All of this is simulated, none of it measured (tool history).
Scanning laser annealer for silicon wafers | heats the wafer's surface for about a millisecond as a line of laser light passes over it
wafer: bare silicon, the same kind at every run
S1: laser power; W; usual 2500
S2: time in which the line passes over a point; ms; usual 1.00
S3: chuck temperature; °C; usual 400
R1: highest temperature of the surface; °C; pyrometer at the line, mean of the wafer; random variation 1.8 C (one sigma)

run    hour    S1    S2   S3    R1
  1     0.0  2500  1.00  400  1208
  2    64.9  2500  1.00  400  1208
      156.8  -- window over the wafer cleaned
  3   156.8  2500  1.00  400  1221
  4   227.1  2500  1.00  400  1219
  5   288.3  2500  1.00  414  1230
  6   348.2  2500  1.00  414  1229
  7   387.2  2500  1.00  400  1214
  8   458.4  2500  1.00  400  1211
  9   510.1  2500  0.82  400  1140
 10   597.7  2500  1.00  400  1205
 11   686.7  2500  1.00  400  1205
 12   774.7  2500  1.00  400  1202
 13   850.0  2500  1.00  400  1200
 14   888.6  2500  0.70  400  1086
      898.1  -- optics aligned, line set to its width
      947.9  -- window over the wafer cleaned
 15   974.4  2741  1.04  392  1292
 16  1046.0  2741  1.04  404  1301
     1077.7  -- optics aligned, line set to its width, once more
 17  1139.6  2741  1.04  404  1320
 18  1215.4  2741  1.04  404  1320
 19  1283.0  2741  1.10  428  1362
 20  1322.4  2730  0.74  428  1209
 21  1392.1  2730  0.74  428  1209
 22  1463.0  2730  0.74  419  1193
 23  1520.6  2394  1.13  407  1211
 24  1607.1  2391  1.15  400  1208
 25  1692.2  2500  0.91  436  1202
     1734.1  -- window over the wafer cleaned
 26  1776.5  2500  0.91  436  1214
 27  1831.4  2305  1.19  389  1186
 28  1890.7  2537  0.95  378  1179

Forecast each of these 4 alternatives for the next run:
  A  1978.4  2285  1.14  365   ?
  B  1978.4  2493  0.94  404   ?
  C  1978.4  2537  0.87  378   ?
  D  1978.4  2686  1.18  415   ?

run    R1
  A  1139
  B  1186
  C  1148
  D  1349
Without the tool's hidden state the same runs would have given:
run    R1
  A  1163
  B  1211
  C  1173
  D  1379
